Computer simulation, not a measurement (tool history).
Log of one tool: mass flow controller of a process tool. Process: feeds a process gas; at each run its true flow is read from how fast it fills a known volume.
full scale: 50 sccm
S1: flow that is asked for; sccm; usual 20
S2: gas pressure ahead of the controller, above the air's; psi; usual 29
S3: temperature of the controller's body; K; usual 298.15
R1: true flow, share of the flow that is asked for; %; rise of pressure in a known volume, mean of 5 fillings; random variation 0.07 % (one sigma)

Run 1, hour 0: usual settings. Result: R1 96.2 %.
Run 2, hour 119.6: usual settings but S1 6 sccm. Result: R1 92.69 %.
Run 3, hour 310.2: usual settings but S1 6 sccm. Result: R1 92.53 %.
Run 4, hour 541.2: usual settings but S1 6 sccm. Result: R1 92.47 %.
Run 5, hour 671.8: usual settings but S1 6 sccm. Result: R1 92.4 %.
Run 6, hour 775: usual settings but S1 6 sccm. Result: R1 92.4 %.
Run 7, hour 904.1: usual settings. Result: R1 95.87 %.
Run 8, hour 1017.9: usual settings. Result: R1 95.89 %.
Run 9, hour 1184.2: usual settings but S1 21 sccm, S3 299.15 K. Result: R1 95.92 %.
Run 10, hour 1404.6: usual settings but S2 29.7 psi, S3 304.15 K. Result: R1 95.4 %.
Run 11, hour 1550.8: usual settings but S2 29.7 psi, S3 304.15 K. Result: R1 95.42 %.
Run 12, hour 1727: usual settings but S2 29.7 psi, S3 304.15 K. Result: R1 95.5 %.
Run 13, hour 1917.7: usual settings but S1 13 sccm, S2 29.7 psi, S3 304.15 K. Result: R1 94.15 %.
Run 14, hour 2056.8: usual settings but S1 5 sccm, S2 33.5 psi. Result: R1 90.93 %.
Run 15, hour 2177.9: usual settings but S1 5 sccm, S2 20.7 psi, S3 295.15 K. Result: R1 90.47 %.
Run 16, hour 2330.9: usual settings but S1 8 sccm, S2 20.7 psi, S3 295.15 K. Result: R1 92.64 %.

Forecast each of these 5 alternatives for the next run:
Run A, hour 2457.9: usual settings but S1 34 sccm, S2 20.7 psi, S3 302.15 K. Result: R1 ?.
Run B, hour 2457.9: usual settings but S1 6 sccm, S2 25.5 psi, S3 307.15 K. Result: R1 ?.
Run C, hour 2457.9: usual settings but S1 40 sccm, S2 20.7 psi, S3 295.15 K. Result: R1 ?.
Run D, hour 2457.9: usual settings but S1 38 sccm, S2 20.7 psi, S3 312.15 K. Result: R1 ?.
Run E, hour 2457.9: usual settings but S1 46 sccm, S2 26.1 psi, S3 304.15 K. Result: R1 ?.

run     R1
  A  96.27
  B  90.71
  C  97.26
  D  95.85
  E  97.38
Without the tool's hidden state the same runs would have given:
run     R1
  A  98.14
  B  96.18
  C  99.01
  D  97.64
  E  99.05
